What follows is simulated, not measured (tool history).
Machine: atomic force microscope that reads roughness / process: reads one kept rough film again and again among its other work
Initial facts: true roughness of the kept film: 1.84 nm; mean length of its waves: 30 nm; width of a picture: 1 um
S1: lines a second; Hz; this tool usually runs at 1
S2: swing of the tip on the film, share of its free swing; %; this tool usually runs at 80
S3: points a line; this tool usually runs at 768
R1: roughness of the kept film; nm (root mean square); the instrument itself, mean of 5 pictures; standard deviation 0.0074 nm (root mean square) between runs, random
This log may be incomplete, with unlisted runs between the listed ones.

run	day	S1	S2	S3	R1
1	0	1	80	768	1.537
2	0.379	1	80	768	1.53
3	0.892	1	88	768	1.438
4	1.55	0.78	80	768	1.514
# day 1.783: new tip fitted
5	2.288	0.78	80	768	1.564
6	2.938	0.78	80	768	1.557
7	3.442	1	80	768	1.499
# day 3.996: new tip fitted
8	4.133	1	80	768	1.552
9	4.642	1	80	768	1.542
10	5.433	1	80	768	1.501
# day 6.162: new tip fitted
11	6.204	1	80	768	1.558
12	6.975	1	80	768	1.518
13	7.588	1	80	408	1.496
14	8.167	1	80	771	1.462
# day 8.325: new tip fitted
15	8.979	1	80	771	1.533
16	9.883	1	80	768	1.491
# day 10.508: new tip fitted
17	10.642	1	80	768	1.558
18	11.325	1.64	80	768	1.432
19	12.125	1	80	768	1.486
# day 12.692: new tip fitted
20	12.888	1	80	332	1.549
21	13.425	1	80	332	1.508
22	14.117	0.69	77	768	1.569
# day 14.838: new tip fitted
23	14.933	3.56	87	418	1.096
24	15.442	3.56	76	1007	1.288
25	16.133	3.56	76	1007	1.251
26	16.912	1.89	74	276	1.398
# day 17.004: new tip fitted
27	17.729	3.56	75	768	1.289
28	18.279	3.56	85	461	1.088
29	18.783	1	80	882	1.492
# day 19.171: new tip fitted
30	19.65	1	80	882	1.537
31	20.396	0.78	87	588	1.499
32	21.117	1.18	87	461	1.386
# day 21.342: new tip fitted
33	21.617	1.18	87	461	1.44
34	22.075	1.18	87	461	1.433
35	22.508	1.18	87	461	1.419
36	23.167	1	81	768	1.469
# day 23.525: new tip fitted
37	23.821	1	61	768	1.654

Run 38, settings as shown, results not yet in. Your forecast:
38	24.283	1	61	768	?

R1: 1.641 nm (root mean square)
Take away the tool's hidden state, keep the run-to-run variation as it was, and the same run would have given R1 1.678 nm (root mean square).

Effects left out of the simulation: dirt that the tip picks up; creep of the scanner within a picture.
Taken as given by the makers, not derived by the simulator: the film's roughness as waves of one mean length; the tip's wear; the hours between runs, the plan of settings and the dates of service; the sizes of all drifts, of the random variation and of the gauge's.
